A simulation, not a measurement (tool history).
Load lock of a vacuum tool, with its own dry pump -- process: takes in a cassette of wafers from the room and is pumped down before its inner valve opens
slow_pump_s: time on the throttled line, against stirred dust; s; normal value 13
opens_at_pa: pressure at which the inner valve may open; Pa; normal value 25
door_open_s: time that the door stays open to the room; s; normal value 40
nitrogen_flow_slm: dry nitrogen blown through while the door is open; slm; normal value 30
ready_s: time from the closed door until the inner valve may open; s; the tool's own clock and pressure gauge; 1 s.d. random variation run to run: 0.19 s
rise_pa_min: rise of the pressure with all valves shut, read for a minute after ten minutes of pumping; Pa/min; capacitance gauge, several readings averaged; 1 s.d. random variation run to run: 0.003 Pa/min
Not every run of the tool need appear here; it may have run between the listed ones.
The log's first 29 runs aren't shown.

run,hour,slow_pump_s,opens_at_pa,door_open_s,nitrogen_flow_slm,hours that the pump has run since its overhaul,times that the door has closed on its seal,"incoming humidity of the room's air, %",ready_s,rise_pa_min
30,9608.8,8,25,44,30,12156,7326,48,21.3,0.141
31,9874.6,17,27,28,13,12422,8072,41.2,27.7,0.162
32,10280.3,17,27,28,13,12827,9211,43.4,27.6,0.185
33,10492.3,13,20,110,21,13039,9806,43.2,25.6,0.218
34,10804.3,13,41,40,26,13351,10681,45.2,24.1,0.21
35,11280.8,16,25,184,14,13828,12019,47.7,27.2,0.326
36,11511.1,8,44,44,35,14058,12665,42.3,21,0.257
# hour 11813: dry pump taken out, an overhauled one fitted
37,11960.7,11,36,159,35,148,13911,45.9,21.3,0.337
38,12209.4,8,19,47,24,396,14608,42.7,19.6,0.328

Below are 3 alternative next runs, each starting from the tool's condition after run 38. Predict each:
A,12508.7,13,25,212,30,696,15449,46.5,?,?
B,12508.7,8,19,47,24,696,15449,41.4,?,?
C,12508.7,24,25,40,10,696,15449,40.6,?,?

run,ready_s,rise_pa_min
A,23,0.389
B,20.3,0.341
C,31.1,0.354
Without the tool's unlogged condition, the same runs would have read:
run,ready_s,rise_pa_min
A,22.8,0.093
B,20.1,0.045
C,31,0.058
